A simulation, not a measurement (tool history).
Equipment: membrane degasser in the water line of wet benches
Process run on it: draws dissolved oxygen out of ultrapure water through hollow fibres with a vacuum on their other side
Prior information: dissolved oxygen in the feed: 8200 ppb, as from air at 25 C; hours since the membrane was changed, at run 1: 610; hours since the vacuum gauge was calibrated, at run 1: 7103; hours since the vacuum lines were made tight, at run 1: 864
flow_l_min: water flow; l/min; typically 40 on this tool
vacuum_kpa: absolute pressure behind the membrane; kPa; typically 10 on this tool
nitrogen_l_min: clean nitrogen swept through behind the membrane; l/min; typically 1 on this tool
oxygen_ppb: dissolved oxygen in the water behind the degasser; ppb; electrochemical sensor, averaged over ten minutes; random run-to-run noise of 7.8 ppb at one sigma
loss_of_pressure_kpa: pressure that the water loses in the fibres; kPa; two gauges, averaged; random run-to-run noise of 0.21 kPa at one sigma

run,hour,flow_l_min,vacuum_kpa,nitrogen_l_min,hours since the membrane was changed,hours since the vacuum gauge was calibrated,hours since the vacuum lines were made tight,oxygen_ppb,loss_of_pressure_kpa
1,0,40,10,1,610,7103,864,763.7,50.08
2,42.6,40,10,1,652,7145,907,777.9,50.01
3,87.3,40,10,1,697,7190,952,786.1,49.49
4,127.7,40,16.3,1,737,7230,992,1196.6,49.88
5,152.9,36,10,1,763,7256,1017,696.6,44.72
6,187.6,40,10,0.51,797,7290,1052,1069.6,49.93
7,227.4,40,10,0.51,837,7330,1092,1057.7,50.28
8,256.5,40,10,0.55,866,7359,1121,1020.5,50.01
9,278.4,40,10,0.55,888,7381,1143,1033.2,49.71
10,316.4,40,10,1,926,7419,1181,773.8,49.63
# hour 324.9: vacuum gauge calibrated
11,351,40,10,1,960,26,1215,783.6,49.7
12,370.8,40,10,1,980,46,1235,774.6,49.8
13,401.3,40,10,1,1011,76,1265,779,49.71
14,424.9,30,10,1,1034,100,1289,551.4,37.36
15,453.7,30,10,1,1063,129,1317,566.6,37.35
16,476.3,30,10,1,1086,151,1340,568.7,37.48
17,502.6,35,12.7,2.28,1112,178,1366,527.8,43.63
18,539.5,35,12.7,2.28,1149,215,1403,536.6,43.89
19,583,33,13.1,0.76,1192,258,1447,952.5,41.32
20,614.8,40,21,1.82,1224,290,1479,1026.5,49.65

What will run 21 give?
21,647.8,56,13.2,2.5,1257,323,1512,?,?

{"run 21": {"oxygen_ppb": 918.2, "loss_of_pressure_kpa": 69.98}}
On a tool with no hidden condition, and with the same random variation, this run would have come out at oxygen_ppb 918 ppb, loss_of_pressure_kpa 69.97 kPa.
